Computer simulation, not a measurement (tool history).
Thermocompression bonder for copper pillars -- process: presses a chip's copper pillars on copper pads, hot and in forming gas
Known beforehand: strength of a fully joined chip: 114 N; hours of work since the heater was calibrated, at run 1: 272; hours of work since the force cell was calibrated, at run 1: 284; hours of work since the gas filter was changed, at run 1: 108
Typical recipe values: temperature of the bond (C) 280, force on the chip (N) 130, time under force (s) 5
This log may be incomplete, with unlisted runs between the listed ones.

| run | hour | temperature of the bond (C) | force on the chip (N) | time under force (s) | hours of work since the heater was calibrated | hours of work since the force cell was calibrated | hours of work since the gas filter was changed | force that shears a chip off (N) |
|---|---|---|---|---|---|---|---|---|
| 1 | 0.0 | 280 | 130 | 5 | 272 | 284 | 108 | 44.2 |
| 2 | 6.9 | 280 | 130 | 5 | 277 | 289 | 113 | 44.2 |
| 3 | 14.9 | 280 | 130 | 5 | 282 | 295 | 118 | 43.1 |
| 4 | 27.0 | 280 | 130 | 5 | 291 | 304 | 127 | 43.1 |
| 5 | 39.1 | 280 | 130 | 5 | 300 | 312 | 136 | 43.5 |
| 6 | 46.5 | 280 | 130 | 12 | 305 | 318 | 141 | 58.9 |
| 7 | 54.3 | 280 | 130 | 12 | 311 | 323 | 147 | 59.1 |
|  | 66.7 | forming gas filter changed |
| 8 | 67.1 | 280 | 157 | 5 | 320 | 332 | 0 | 53.8 |
| 9 | 78.8 | 280 | 157 | 5 | 328 | 341 | 9 | 54.1 |
| 10 | 91.4 | 280 | 157 | 5 | 338 | 350 | 18 | 53.3 |
| 11 | 97.8 | 280 | 157 | 5 | 342 | 355 | 23 | 55.7 |
| 12 | 107.3 | 280 | 157 | 5 | 349 | 362 | 29 | 54.8 |
| 13 | 120.1 | 280 | 157 | 5 | 358 | 371 | 39 | 54.0 |
| 14 | 132.6 | 280 | 157 | 5 | 367 | 380 | 48 | 54.2 |
| 15 | 142.9 | 280 | 130 | 9 | 375 | 387 | 55 | 55.4 |
| 16 | 154.4 | 280 | 130 | 9 | 383 | 396 | 64 | 55.3 |
| 17 | 164.6 | 280 | 130 | 9 | 391 | 403 | 71 | 54.8 |
| 18 | 175.6 | 293 | 130 | 5 | 399 | 411 | 79 | 52.2 |
| 19 | 183.9 | 293 | 130 | 5 | 405 | 417 | 85 | 52.7 |
|  | 186.4 | force cell calibrated |
| 20 | 190.6 | 293 | 130 | 5 | 408 | 3 | 89 | 50.7 |
| 21 | 202.6 | 290 | 183 | 12 | 417 | 12 | 98 | 84.9 |
|  | 209.4 | force cell calibrated, once more |
| 22 | 213.9 | 300 | 87 | 3 | 424 | 3 | 105 | 30.8 |
| 23 | 224.8 | 307 | 82 | 3 | 432 | 11 | 113 | 31.7 |
| 24 | 231.5 | 283 | 131 | 13 | 437 | 16 | 117 | 65.6 |
| 25 | 242.5 | 263 | 130 | 5 | 445 | 24 | 125 | 35.2 |
| 26 | 254.1 | 263 | 130 | 5 | 453 | 32 | 134 | 35.3 |
| 27 | 265.6 | 280 | 119 | 9 | 462 | 41 | 142 | 50.7 |
| 28 | 273.5 | 280 | 119 | 9 | 467 | 46 | 148 | 51.7 |
|  | 284.0 | forming gas filter changed |
| 29 | 284.3 | 251 | 108 | 9 | 475 | 54 | 0 | 32.0 |
| 30 | 291.1 | 258 | 128 | 7 | 480 | 59 | 5 | 38.8 |
| 31 | 298.6 | 270 | 114 | 5 | 485 | 64 | 11 | 35.5 |
| 32 | 305.1 | 300 | 122 | 14 | 490 | 69 | 15 | 76.9 |
| 33 | 311.9 | 252 | 122 | 14 | 495 | 74 | 20 | 43.9 |
| 34 | 322.7 | 252 | 122 | 14 | 503 | 82 | 28 | 43.9 |
| 35 | 334.7 | 252 | 122 | 14 | 512 | 91 | 37 | 42.2 |
| 36 | 345.1 | 254 | 115 | 14 | 519 | 98 | 44 | 41.6 |
| 37 | 351.4 | 289 | 115 | 7 | 524 | 103 | 49 | 52.4 |
| 38 | 358.7 | 277 | 130 | 9 | 529 | 108 | 54 | 55.2 |
| 39 | 367.8 | 280 | 182 | 5 | 536 | 115 | 61 | 64.1 |

Pick out some run-to-run changes in force that shears a chip off (N). Of each, how much would a tool without hidden state show as well, from the settings, what came in and chance, and how much is left for the hidden state and any gauge scatter not in both results compared?
Unlogged tool condition in this case: true temperature of the bond over the reading, C; force that reaches the chip, % of what is set; oxide that the forming gas leaves, % of the face; drift of the gauge itself on shear_n, %.
Run 7 -> 8: force on the chip (N) 130 -> 157, time under force (s) 12 -> 5, forming gas filter changed. force that shears a chip off (N) -5.3: hidden state +2.8, all else -8.1.
Run 20 -> 21: temperature of the bond (C) 293 -> 290, force on the chip (N) 130 -> 183, time under force (s) 5 -> 12. force that shears a chip off (N) +34.2: hidden state -1.3, all else +35.5.
Run 21 -> 22: temperature of the bond (C) 290 -> 300, force on the chip (N) 183 -> 87, time under force (s) 12 -> 3, force cell calibrated, once more. force that shears a chip off (N) -54.1: hidden state +3.4, all else -57.5.
Run 28 -> 29: temperature of the bond (C) 280 -> 251, force on the chip (N) 119 -> 108, forming gas filter changed. force that shears a chip off (N) -19.7: hidden state +2.0, all else -21.7.
Run 31 -> 32: temperature of the bond (C) 270 -> 300, force on the chip (N) 114 -> 122, time under force (s) 5 -> 14. force that shears a chip off (N) +41.4: hidden state +0.3, all else +41.1.
